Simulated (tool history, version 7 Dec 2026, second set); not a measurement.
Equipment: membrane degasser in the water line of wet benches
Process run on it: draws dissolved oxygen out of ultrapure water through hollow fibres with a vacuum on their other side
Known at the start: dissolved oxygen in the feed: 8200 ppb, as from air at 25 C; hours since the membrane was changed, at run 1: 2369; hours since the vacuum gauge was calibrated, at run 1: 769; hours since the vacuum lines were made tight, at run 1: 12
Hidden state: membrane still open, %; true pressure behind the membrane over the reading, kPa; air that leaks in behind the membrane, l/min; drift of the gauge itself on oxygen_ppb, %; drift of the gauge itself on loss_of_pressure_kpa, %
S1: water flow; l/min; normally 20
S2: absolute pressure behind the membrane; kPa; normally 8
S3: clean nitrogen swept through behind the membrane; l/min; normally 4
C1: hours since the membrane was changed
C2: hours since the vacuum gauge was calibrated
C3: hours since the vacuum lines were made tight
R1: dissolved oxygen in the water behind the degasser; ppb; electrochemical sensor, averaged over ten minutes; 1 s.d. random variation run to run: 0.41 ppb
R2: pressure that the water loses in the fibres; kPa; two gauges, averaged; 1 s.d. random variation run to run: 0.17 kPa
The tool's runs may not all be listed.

{"run": 1, "hour": 0.0, "S1": 20, "S2": 8, "S3": 4, "C1": 2369, "C2": 769, "C3": 12, "R1": 68.3, "R2": 45.82}
{"run": 2, "hour": 45.4, "S1": 20, "S2": 8, "S3": 4, "C1": 2415, "C2": 815, "C3": 57, "R1": 67.4, "R2": 45.25}
{"run": 3, "hour": 110.3, "S1": 20, "S2": 8, "S3": 4, "C1": 2480, "C2": 880, "C3": 122, "R1": 67.8, "R2": 45.34}
{"run": 4, "hour": 148.6, "S1": 20, "S2": 8, "S3": 4, "C1": 2518, "C2": 918, "C3": 161, "R1": 68.4, "R2": 45.54}
{"run": 5, "hour": 189.3, "S1": 20, "S2": 17.17, "S3": 4, "C1": 2559, "C2": 959, "C3": 201, "R1": 176.8, "R2": 45.76}
{"run": 6, "hour": 220.3, "S1": 20, "S2": 8, "S3": 4, "C1": 2590, "C2": 990, "C3": 232, "R1": 68.6, "R2": 45.83}
{"run": 7, "hour": 286.9, "S1": 20, "S2": 11.52, "S3": 4, "C1": 2656, "C2": 1056, "C3": 299, "R1": 110.9, "R2": 45.68}
{"run": 8, "hour": 317.3, "S1": 20, "S2": 11.52, "S3": 4, "C1": 2687, "C2": 1087, "C3": 329, "R1": 110.5, "R2": 45.77}
{"run": 9, "hour": 351.9, "S1": 20, "S2": 11.52, "S3": 4, "C1": 2721, "C2": 1121, "C3": 364, "R1": 110.4, "R2": 45.86}
{"run": 10, "hour": 392.0, "S1": 17, "S2": 8, "S3": 4, "C1": 2761, "C2": 1161, "C3": 404, "R1": 54.2, "R2": 39.18}
{"run": 11, "hour": 428.6, "S1": 17, "S2": 11.84, "S3": 2.86, "C1": 2798, "C2": 1198, "C3": 441, "R1": 127.3, "R2": 39.21}
{"run": 12, "hour": 481.9, "S1": 31, "S2": 7.35, "S3": 1.81, "C1": 2851, "C2": 1251, "C3": 494, "R1": 220, "R2": 71.28}
{"run": 13, "hour": 513.2, "S1": 31, "S2": 7.35, "S3": 1.81, "C1": 2883, "C2": 1282, "C3": 525, "R1": 219.6, "R2": 71.38}
{"run": 14, "hour": 551.7, "S1": 24, "S2": 10.96, "S3": 1.81, "C1": 2921, "C2": 1321, "C3": 564, "R1": 256.8, "R2": 54.86}
{"run": 15, "hour": 595.3, "S1": 24, "S2": 10.96, "S3": 1.81, "C1": 2965, "C2": 1364, "C3": 607, "R1": 256, "R2": 55.07}
{"run": 16, "hour": 640.2, "S1": 20, "S2": 19.18, "S3": 1.72, "C1": 3009, "C2": 1409, "C3": 652, "R1": 419.8, "R2": 45.95}
{"run": 17, "hour": 676.8, "S1": 13, "S2": 17.34, "S3": 10.84, "C1": 3046, "C2": 1446, "C3": 689, "R1": 42.9, "R2": 30.09}
{"run": 18, "hour": 744.4, "S1": 25, "S2": 5.85, "S3": 4.56, "C1": 3114, "C2": 1514, "C3": 756, "R1": 63.2, "R2": 58.34}
{"run": 19, "hour": 791.2, "S1": 17, "S2": 13.99, "S3": 2.17, "C1": 3160, "C2": 1560, "C3": 803, "R1": 202.8, "R2": 39.28}

Selected run-to-run steps in R2, each split into two signed amounts: the part the tool would show with no hidden state at all (from settings, incoming material and random variation), and the remainder, which goes to the hidden state together with any gauge scatter not common to the measured and the hidden-state-free results:
Run 11 -> 12: S1 17 -> 31, S2 11.84 -> 7.35, S3 2.86 -> 1.81. R2 +32.07 kPa: hidden state +0.37, all else +31.7.
Run 17 -> 18: S1 13 -> 25, S2 17.34 -> 5.85, S3 10.84 -> 4.56. R2 +28.25 kPa: hidden state +0.47, all else +27.78.
